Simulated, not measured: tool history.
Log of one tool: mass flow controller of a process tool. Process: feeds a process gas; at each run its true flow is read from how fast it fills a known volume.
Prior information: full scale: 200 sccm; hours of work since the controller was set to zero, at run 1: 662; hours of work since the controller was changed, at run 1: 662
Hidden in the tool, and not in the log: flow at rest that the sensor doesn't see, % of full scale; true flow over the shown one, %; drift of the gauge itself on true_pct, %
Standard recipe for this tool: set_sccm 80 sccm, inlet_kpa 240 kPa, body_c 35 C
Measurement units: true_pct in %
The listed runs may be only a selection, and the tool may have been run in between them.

| run | hour | set_sccm | inlet_kpa | body_c | hours of work since the controller was set to zero | hours of work since the controller was changed | true_pct |
|---|---|---|---|---|---|---|---|
| 1 | 0 | 80 | 240 | 35 | 662 | 662 | 99.51 |
| 2 | 230.7 | 80 | 240 | 35 | 814 | 814 | 99.37 |
| 3 | 497.4 | 80 | 240 | 21 | 990 | 990 | 98.86 |
| 4 | 770.6 | 80 | 240 | 21 | 1170 | 1170 | 98.71 |
| 5 | 960.2 | 80 | 240 | 21 | 1295 | 1295 | 98.74 |
| 6 | 1098.2 | 80 | 240 | 21 | 1386 | 1386 | 98.72 |
| 7 | 1269.7 | 80 | 240 | 21 | 1499 | 1499 | 98.68 |
| 8 | 1505.6 | 80 | 240 | 21 | 1654 | 1654 | 98.67 |
| 9 | 1742.1 | 65 | 240 | 35 | 1810 | 1810 | 99.48 |
| 10 | 1916.8 | 150 | 240 | 35 | 1925 | 1925 | 99.38 |
| 11 | 2130.7 | 150 | 240 | 35 | 2066 | 2066 | 99.54 |
| 12 | 2268.7 | 150 | 240 | 35 | 2157 | 2157 | 99.38 |
| 13 | 2494.1 | 48 | 213 | 35 | 2305 | 2305 | 100.14 |
| 14 | 2762.2 | 177 | 206 | 30 | 2482 | 2482 | 99.34 |
| 15 | 2918.6 | 48 | 230 | 30 | 2585 | 2585 | 99.81 |
| 16 | 3135 | 167 | 230 | 30 | 2727 | 2727 | 99.13 |
| 17 | 3399.2 | 80 | 144 | 23 | 2901 | 2901 | 99.28 |
| 18 | 3605 | 24 | 264 | 28 | 3037 | 3037 | 101.59 |
| 19 | 3798.4 | 24 | 264 | 21 | 3164 | 3164 | 101.36 |
| 20 | 4076.5 | 24 | 264 | 21 | 3347 | 3347 | 101.53 |
| 21 | 4264.5 | 24 | 264 | 21 | 3471 | 3471 | 101.59 |
| 22 | 4383 | 24 | 264 | 21 | 3549 | 3549 | 101.57 |
| 23 | 4559.4 | 26 | 240 | 34 | 3666 | 3666 | 102.2 |
| 24 | 4710.3 | 26 | 240 | 34 | 3765 | 3765 | 102.3 |

For each run, the measured value with the value that run would have given without the tool's hidden condition subtracted. The run-to-run variation is shared by both, the gauge scatter possibly not:
| run | true_pct |
|---|---|
| 1 | +0.04 |
| 2 | +0.03 |
| 3 | +0.03 |
| 4 | +0.02 |
| 5 | +0.01 |
| 6 | +0 |
| 7 | +0 |
| 8 | -0.02 |
| 9 | +0.18 |
| 10 | -0.45 |
| 11 | -0.49 |
| 12 | -0.51 |
| 13 | +0.67 |
| 14 | -0.68 |
| 15 | +0.72 |
| 16 | -0.72 |
| 17 | -0.09 |
| 18 | +3.06 |
| 19 | +3.16 |
| 20 | +3.33 |
| 21 | +3.42 |
| 22 | +3.49 |
| 23 | +3.19 |
| 24 | +3.25 |
